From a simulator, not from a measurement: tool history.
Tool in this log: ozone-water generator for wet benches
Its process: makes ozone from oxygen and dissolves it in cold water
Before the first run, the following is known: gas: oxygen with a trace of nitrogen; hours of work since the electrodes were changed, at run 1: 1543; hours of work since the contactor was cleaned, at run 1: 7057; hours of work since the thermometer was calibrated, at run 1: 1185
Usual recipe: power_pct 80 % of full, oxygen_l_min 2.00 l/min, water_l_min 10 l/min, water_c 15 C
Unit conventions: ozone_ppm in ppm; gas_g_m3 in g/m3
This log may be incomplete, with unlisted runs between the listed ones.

run	day	power_pct	oxygen_l_min	water_l_min	water_c	hours of work since the electrodes were changed	hours of work since the contactor was cleaned	hours of work since the thermometer was calibrated	ozone_ppm	gas_g_m3
1	0.000	80	2.00	10	15	1543	7057	1185	18.7	177.3
2	3.104	80	2.00	10	15	1607	7121	1249	18.8	177.0
3	5.379	80	2.00	10	15	1654	7168	1296	18.6	175.8
4	9.550	80	2.00	10	15	1740	7254	1382	19.0	178.4
5	13.529	80	2.00	10	15	1822	7336	1464	19.0	179.4
6	17.042	67	2.00	10	15	1894	7408	1537	16.3	153.6
7	20.350	80	2.00	10	7	1963	7476	1605	20.6	178.5
8	22.421	80	2.00	10	15	2005	7519	1648	18.8	179.1
9	25.567	80	2.00	8	15	2070	7584	1712	23.0	179.1
10	27.821	80	2.00	8	15	2117	7630	1759	22.8	179.1
11	30.117	49	2.00	10	15	2164	7678	1806	12.7	118.7
12	32.600	49	2.00	10	15	2215	7729	1857	12.7	117.9
13	34.975	57	2.85	14	12	2264	7778	1906	10.8	112.4
14	39.125	86	1.59	12	22	2350	7863	1992	15.1	215.6
15	41.000	80	1.35	10	16	2388	7902	2031	17.7	223.9
16	44.533	80	2.00	9	15	2461	7975	2103	20.4	181.3
17	46.375	90	2.23	10	15	2499	8013	2141	20.9	188.6
18	49.400	90	2.23	7	15	2561	8075	2204	27.6	185.5
19	53.104	90	2.23	10	17	2638	8152	2280	20.4	188.9
20	55.888	41	1.22	8	7	2695	8209	2338	13.4	137.0
21	57.908	80	1.30	10	15	2737	8251	2379	17.4	229.8

Difference, measured minus no-hidden-state, one row per run. Run-to-run variation is common to both terms; the gauge's own scatter need not be:
What the log doesn't record here: yield of the discharge, % of new electrodes'; contactor's efficiency, % of a clean one's; true water temperature over the reading, C; drift of the gauge itself on ozone_ppm, %; drift of the gauge itself on gas_g_m3, %.
run	gas_g_m3
1	-0.1
2	+0.1
3	+0.3
4	+0.6
5	+0.9
6	+0.9
7	+1.2
8	+1.4
9	+1.5
10	+1.7
11	+1.3
12	+1.3
13	+1.4
14	+2.9
15	+3.1
16	+2.8
17	+3.1
18	+3.2
19	+3.5
20	+2.7
21	+4.7
ozone_ppm: at most 0.1 ppm away from the measurement, every run.

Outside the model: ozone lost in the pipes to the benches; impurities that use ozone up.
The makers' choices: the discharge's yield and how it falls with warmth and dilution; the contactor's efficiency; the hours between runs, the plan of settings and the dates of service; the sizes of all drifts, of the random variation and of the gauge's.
